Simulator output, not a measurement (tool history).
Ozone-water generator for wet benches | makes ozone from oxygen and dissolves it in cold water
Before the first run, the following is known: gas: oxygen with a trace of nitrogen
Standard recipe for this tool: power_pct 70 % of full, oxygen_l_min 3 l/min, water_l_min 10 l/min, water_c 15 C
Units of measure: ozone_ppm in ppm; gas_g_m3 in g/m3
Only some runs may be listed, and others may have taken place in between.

| run | day | power_pct | oxygen_l_min | water_l_min | water_c | ozone_ppm | gas_g_m3 |
|---|---|---|---|---|---|---|---|
| 1 | 0 | 70 | 3 | 10 | 15 | 25.4 | 273.9 |
| 2 | 3.042 | 70 | 3 | 10 | 15 | 25.4 | 275.3 |
| 3 | 5.783 | 70 | 3 | 10 | 15 | 25.4 | 276.7 |
| 4 | 7.221 | 70 | 3 | 8 | 15 | 30 | 273.8 |
| 5 | 9.112 | 70 | 3 | 10 | 15 | 25.6 | 275.7 |
| 6 | 12.158 | 70 | 3 | 10 | 15 | 25.6 | 275.4 |
| 7 | 13.725 | 70 | 3 | 10 | 15 | 25.2 | 273.4 |
| 8 | 15.675 | 70 | 3 | 10 | 15 | 25.2 | 275.5 |
| 9 | 18.138 | 70 | 3 | 10 | 15 | 25.5 | 276.1 |
| 10 | 21.354 | 70 | 3 | 10 | 15 | 25.4 | 278 |
| 11 | 23.15 | 70 | 3 | 10 | 15 | 25.4 | 275 |
| 12 | 25.242 | 96 | 3 | 10 | 15 | 31.5 | 344.7 |
| 13 | 28.125 | 96 | 3 | 10 | 15 | 31.7 | 345.5 |
| 14 | 31.179 | 96 | 3 | 10 | 15 | 32.1 | 344 |
| 15 | 33.662 | 96 | 3 | 10 | 15 | 32.1 | 343.3 |
| 16 | 35.338 | 70 | 5.04 | 10 | 15 | 25.9 | 216.3 |
| 17 | 38.133 | 70 | 5.04 | 10 | 15 | 25.7 | 218.6 |
| 18 | 40.988 | 70 | 5.04 | 10 | 15 | 25.6 | 218.2 |
| 19 | 42.862 | 70 | 5.04 | 10 | 15 | 25.7 | 217.4 |
| 20 | 45.45 | 70 | 5.04 | 10 | 15 | 25.5 | 217.8 |
| 21 | 48.375 | 70 | 5.04 | 10 | 15 | 25.5 | 217.3 |
| 22 | 51.238 | 92 | 4.11 | 10 | 15 | 31.3 | 289.5 |
| 23 | 53.579 | 92 | 4.11 | 10 | 15 | 31.1 | 289 |

4 options for the next run, each taken on its own from the tool as it stands now. Forecast them:
| A | 56.158 | 70 | 3 | 14 | 15 | ? | ? |
| B | 56.158 | 70 | 3 | 15 | 10 | ? | ? |
| C | 56.158 | 70 | 3 | 10 | 13 | ? | ? |
| D | 56.158 | 98 | 3.16 | 10 | 15 | ? | ? |

| run | ozone_ppm | gas_g_m3 |
|---|---|---|
| A | 18.9 | 274.4 |
| B | 19.1 | 275 |
| C | 25.6 | 274.6 |
| D | 32.3 | 344.4 |
Had the tool no hidden state, the same runs would have come out as:
| run | ozone_ppm | gas_g_m3 |
|---|---|---|
| A | 18.9 | 274.6 |
| B | 19.1 | 275.2 |
| C | 25.7 | 274.7 |
| D | 32.3 | 344.6 |

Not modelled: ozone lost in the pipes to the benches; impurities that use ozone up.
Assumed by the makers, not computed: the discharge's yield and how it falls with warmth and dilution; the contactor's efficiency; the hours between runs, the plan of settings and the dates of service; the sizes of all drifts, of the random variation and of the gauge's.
